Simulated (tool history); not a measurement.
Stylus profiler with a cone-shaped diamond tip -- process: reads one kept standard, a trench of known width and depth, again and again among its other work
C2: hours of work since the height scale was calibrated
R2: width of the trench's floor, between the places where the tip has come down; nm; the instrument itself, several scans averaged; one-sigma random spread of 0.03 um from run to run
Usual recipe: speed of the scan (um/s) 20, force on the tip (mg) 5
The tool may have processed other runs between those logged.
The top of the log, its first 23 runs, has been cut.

Run 24, hour 1437: usual settings but speed of the scan (um/s) 28; scans with this tip 4678; C2 407. Result: depth of the trench (Å) 10218.4, R2 25750 nm.
At hour 1441.7: height scale calibrated on a step standard.
Run 25, hour 1491.3: usual settings but speed of the scan (um/s) 7; scans with this tip 5104; C2 34. Result: depth of the trench (Å) 10217.3, R2 25790 nm.
Run 26, hour 1539.1: usual settings but speed of the scan (um/s) 43, force on the tip (mg) 2.51; scans with this tip 5482; C2 67. Result: depth of the trench (Å) 10133.9, R2 25500 nm.
Run 27, hour 1587.8: usual settings but speed of the scan (um/s) 13, force on the tip (mg) 14.09; scans with this tip 5867; C2 100. Result: depth of the trench (Å) 10439.8, R2 25690 nm.
Run 28, hour 1641.3: usual settings but speed of the scan (um/s) 40, force on the tip (mg) 2.37; scans with this tip 6290; C2 137. Result: depth of the trench (Å) 10123.1, R2 25380 nm.
At hour 1667: height scale calibrated on a step standard, once more.
Run 29, hour 1713.6: usual settings but speed of the scan (um/s) 40, force on the tip (mg) 2.37; scans with this tip 6858; C2 32. Result: depth of the trench (Å) 10134, R2 25330 nm.
Run 30, hour 1760: usual settings but speed of the scan (um/s) 33, force on the tip (mg) 3.6; scans with this tip 7225; C2 64. Result: depth of the trench (Å) 10179.4, R2 25380 nm.
Run 31, hour 1842.6: usual settings but speed of the scan (um/s) 41, force on the tip (mg) 11.95; scans with this tip 7878; C2 121. Result: depth of the trench (Å) 10403.6, R2 25400 nm.
Run 32, hour 1913.9: usual settings but speed of the scan (um/s) 41, force on the tip (mg) 1.92; scans with this tip 8442; C2 170. Result: depth of the trench (Å) 10113.1, R2 25080 nm.
Run 33, hour 1991.7: usual settings but speed of the scan (um/s) 41, force on the tip (mg) 1.92; scans with this tip 9057; C2 223. Result: depth of the trench (Å) 10110.3, R2 24980 nm.
At hour 2033.5: new tip fitted, height scale calibrated.
Run 34, hour 2063.5: usual settings but speed of the scan (um/s) 42, force on the tip (mg) 10.64; scans with this tip 238; C2 21. Result: depth of the trench (Å) 10375.7, R2 26410 nm.

Alternative continuations, all from the tool just after run 34; predict every row:
Run A, hour 2114.5: usual settings but speed of the scan (um/s) 47, force on the tip (mg) 10.64; scans with this tip 641; C2 56. Result: depth of the trench (Å) ?, R2 ?.
Run B, hour 2114.5: usual settings but speed of the scan (um/s) 51, force on the tip (mg) 7.28; scans with this tip 641; C2 56. Result: depth of the trench (Å) ?, R2 ?.
Run C, hour 2114.5: usual settings but speed of the scan (um/s) 7, force on the tip (mg) 10.71; scans with this tip 641; C2 56. Result: depth of the trench (Å) ?, R2 ?.
Run D, hour 2114.5: usual settings but speed of the scan (um/s) 9, force on the tip (mg) 8.88; scans with this tip 641; C2 56. Result: depth of the trench (Å) ?, R2 ?.

run  depth of the trench (Å)     R2
  A                  10374.4  26330
  B                  10289.6  26320
  C                  10375.4  26410
  D                  10330.2  26430
What these runs would have given with no unlogged condition in the tool:
run  depth of the trench (Å)     R2
  A                    10378  26420
  B                  10293.1  26400
  C                  10378.9  26500
  D                  10333.8  26510
